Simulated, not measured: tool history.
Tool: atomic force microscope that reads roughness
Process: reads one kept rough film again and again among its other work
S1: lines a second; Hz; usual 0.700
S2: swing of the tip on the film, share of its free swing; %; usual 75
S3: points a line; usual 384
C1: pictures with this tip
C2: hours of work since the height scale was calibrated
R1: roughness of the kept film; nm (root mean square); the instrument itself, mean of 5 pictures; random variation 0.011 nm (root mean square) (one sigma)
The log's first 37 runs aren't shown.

| run | hour | S1 | S2 | S3 | C1 | C2 | R1 |
|---|---|---|---|---|---|---|---|
| 38 | 1534.6 | 0.700 | 71 | 686 | 48 | 172 | 2.109 |
| 39 | 1561.9 | 1.502 | 71 | 520 | 76 | 184 | 1.827 |
|  | 1577.0 | new tip fitted |
| 40 | 1591.3 | 1.502 | 71 | 520 | 15 | 197 | 2.323 |
| 41 | 1637.4 | 1.591 | 67 | 405 | 63 | 217 | 1.892 |
|  | 1664.2 | new tip fitted |
| 42 | 1664.2 | 0.700 | 63 | 384 | 0 | 228 | 2.716 |
| 43 | 1697.7 | 0.700 | 63 | 384 | 35 | 243 | 2.273 |
|  | 1752.6 | new tip fitted |
| 44 | 1752.6 | 1.110 | 80 | 520 | 0 | 266 | 2.497 |
| 45 | 1801.0 | 0.505 | 70 | 493 | 50 | 287 | 2.105 |
| 46 | 1833.3 | 0.700 | 77 | 384 | 84 | 301 | 1.801 |
|  | 1841.6 | new tip fitted |
| 47 | 1878.8 | 2.278 | 77 | 384 | 38 | 321 | 1.947 |
| 48 | 1923.9 | 0.700 | 68 | 384 | 85 | 340 | 1.843 |

4 ways to go on from here, each from the tool as it stands after run 48. What would each give?
|  | 1928.7 | new tip fitted |
| A | 1966.6 | 3.079 | 67 | 269 | 39 | 359 | ? |
|  | 1928.7 | new tip fitted |
| B | 1966.6 | 0.638 | 64 | 303 | 39 | 359 | ? |
|  | 1928.7 | new tip fitted |
| C | 1966.6 | 0.700 | 75 | 993 | 39 | 359 | ? |
|  | 1928.7 | new tip fitted |
| D | 1966.6 | 1.311 | 75 | 384 | 39 | 359 | ? |

| run | R1 |
|---|---|
| A | 1.922 |
| B | 2.167 |
| C | 2.134 |
| D | 2.035 |
Without the tool's hidden state the same runs would have given:
| run | R1 |
|---|---|
| A | 2.397 |
| B | 2.701 |
| C | 2.660 |
| D | 2.536 |

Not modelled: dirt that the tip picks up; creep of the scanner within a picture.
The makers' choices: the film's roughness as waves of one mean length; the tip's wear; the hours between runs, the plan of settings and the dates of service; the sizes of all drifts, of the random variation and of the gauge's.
